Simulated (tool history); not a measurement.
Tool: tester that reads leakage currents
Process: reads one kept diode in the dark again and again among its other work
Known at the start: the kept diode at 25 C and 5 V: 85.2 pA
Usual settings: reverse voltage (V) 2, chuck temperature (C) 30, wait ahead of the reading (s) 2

run,hour,reverse voltage (V),chuck temperature (C),wait ahead of the reading (s),current that the tester gives (pA)
1,0,2,30,2,103.08
2,188.7,6.35,30,2,150.5
3,366.7,6.35,30,2,149.33
4,631.2,6.35,30,2,150.39
5,763.1,6.35,30,2,149.46
6,920.2,6.35,30,2,150.19
7,1118.1,2,30,2,103
8,1365.8,2,30,1.26,102.17
9,1636.1,2,30,1.26,102.87
10,1775.6,2,30,1.08,102.56
11,2054.8,2,30,1.08,103.49
12,2223.3,2,30,1.08,103.49
13,2405.2,2.2,30,2,105.3
14,2566.2,2.2,30,2,106.39
15,2763.9,2,30,1.12,102.97
16,2967.2,1.97,30,2,102.17
17,3242.3,2,30,3.18,102.59
18,3410.7,2,31,3.18,113
19,3624.5,2,31,3.18,112.73
20,3800,2,31,3.18,112.95
21,3970.7,2,31,3.18,113.21
22,4115.8,2.74,34,2.81,164.63
23,4299.9,2.74,34,2.81,165.62
24,4539.6,2.74,46,6.78,477.95
25,4663,6.9,46,6.78,643.87
26,4824.1,6.9,46,6.78,643.2
27,5033.2,9.53,57,4.77,1767.27
28,5202.8,14.91,43,4.77,634.61
29,5376.4,10.71,39,7.91,401.73
30,5666.2,1.07,26,1.09,57.46
31,5836.7,17.26,31,9.62,225.62
32,6113.9,17.26,31,9.62,227.55
33,6245.1,2,22,8.65,47.36
34,6383.7,2,22,8.65,47.07
35,6577.8,4.83,22,8.65,62.8
36,6854.7,4.83,22,8.65,62.89
37,7022.5,4.83,54,1.87,1118.72
38,7153.3,9.25,33,0.37,229.55
39,7410.2,2,32,6.12,123.73

Taken out of this log: 4 entries between the listed runs. Where each belongs, and how the hidden state differs across it:
Between runs 9 and 10: tester calibrated (hour 1738.7)
  current scale over the true one, %: -0.02 -> 0
  measured less the result without the state, current that the tester gives (pA): -0.11 -> -0.09
Between runs 11 and 12: chuck's temperature calibrated (hour 2223.3)
  true chuck temperature over the reading, C: -0.01 -> 0
  measured less the result without the state, current that the tester gives (pA): -0.1 -> +0.02
Between runs 27 and 28: probe card cleaned and baked (hour 5057)
  stray current of the dirty probe card, pA a volt: 0.034 -> 0.02
  measured less the result without the state, current that the tester gives (pA): -1.7 -> -0.75
Between runs 28 and 29: chuck's temperature calibrated (hour 5371.6)
  stray current of the dirty probe card, pA a volt: 0.02 -> 0.021; true chuck temperature over the reading, C: -0.01 -> 0
  measured less the result without the state, current that the tester gives (pA): -0.75 -> -0.04
